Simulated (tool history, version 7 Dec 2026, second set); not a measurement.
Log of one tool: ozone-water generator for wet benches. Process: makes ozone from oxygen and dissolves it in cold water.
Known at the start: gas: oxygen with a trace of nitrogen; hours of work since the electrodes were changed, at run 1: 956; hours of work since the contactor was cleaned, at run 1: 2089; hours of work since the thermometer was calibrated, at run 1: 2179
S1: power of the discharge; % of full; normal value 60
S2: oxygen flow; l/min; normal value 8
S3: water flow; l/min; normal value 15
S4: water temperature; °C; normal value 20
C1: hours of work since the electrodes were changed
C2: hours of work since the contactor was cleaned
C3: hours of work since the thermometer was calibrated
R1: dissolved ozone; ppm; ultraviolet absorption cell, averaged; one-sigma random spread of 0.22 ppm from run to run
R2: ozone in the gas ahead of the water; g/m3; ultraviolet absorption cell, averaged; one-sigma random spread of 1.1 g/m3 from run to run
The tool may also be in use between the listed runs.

run   hour   S1     S2  S3  S4    C1    C2    C3    R1     R2
  1      0   60      8  15  20   956  2089  2179  32.4    204
  2   29.9   60      8  15  20   985  2118  2208    33  203.6
  3   55.2   60      8  15  20  1010  2143  2232  32.7  201.9
  4   75.4   60      8  15  20  1029  2162  2252  32.7  202.4
  5   90.9   60      8  15  20  1044  2177  2267  32.9  201.2
  6  110.7   60      8  15  20  1063  2197  2286    33  202.9
  7    125   60      8  15  20  1077  2210  2300  32.7    203
  8  140.8   60      8  15  20  1093  2226  2315  32.6  201.9
  9  155.9   60      8  15  20  1107  2240  2330  32.5  202.5
 10  183.8   60      8  15  23  1134  2267  2357  30.8  201.8
 11  211.7   60      8  15  23  1161  2295  2384  30.7  201.7
 12  225.4   60  12.52  15  20  1175  2308  2397  28.5  151.7
 13  238.7   60  12.52  15  20  1187  2321  2410  28.6  152.6
 14  258.3   60  12.52  15  20  1206  2340  2429  28.5  153.2
 15  274.8   90   4.68  13  13  1222  2356  2445  61.9  388.1
 16  298.2  100   4.27  10  20  1245  2378  2468  71.7  449.7
 17  313.9  100   4.27  11  20  1260  2394  2483  68.4  445.7
 18  342.8   64   9.43  12  14  1288  2422  2511  42.2  191.6
 19  364.8   57      8  15  13  1310  2443  2532  35.6  191.1
 20  382.6   60   7.01  15  15  1327  2460  2550    37  216.8
 21  402.3   60   7.01  15  15  1346  2479  2569  37.1  215.1
 22  420.4   60  11.19  13  17  1363  2497  2586  33.9  161.2
 23  445.5   60   8.46  15  14  1388  2521  2611  36.2  191.3
 24  461.8   60      8  10  20  1404  2537  2626  40.5  199.6
 25  478.2   97   8.33  15  27  1419  2553  2642  40.6  284.6

Each row is a separate what-if for the run after 25, all from the same tool condition, not one after another. Results?
  A  490.5  51  12.22  15  17  1431  2565  2654   ?   ?
  B  490.5  96   5.91  15  20  1431  2565  2654   ?   ?
  C  490.5  78   8.33  11  27  1431  2565  2654   ?   ?

run    R1     R2
  A  27.1  134.6
  B  50.6  348.6
  C  39.5  241.1
Stripped of hidden state, with their random variation kept, the same runs would have yielded:
run    R1     R2
  A  27.1  137.2
  B  50.7  355.4
  C  39.6  245.8
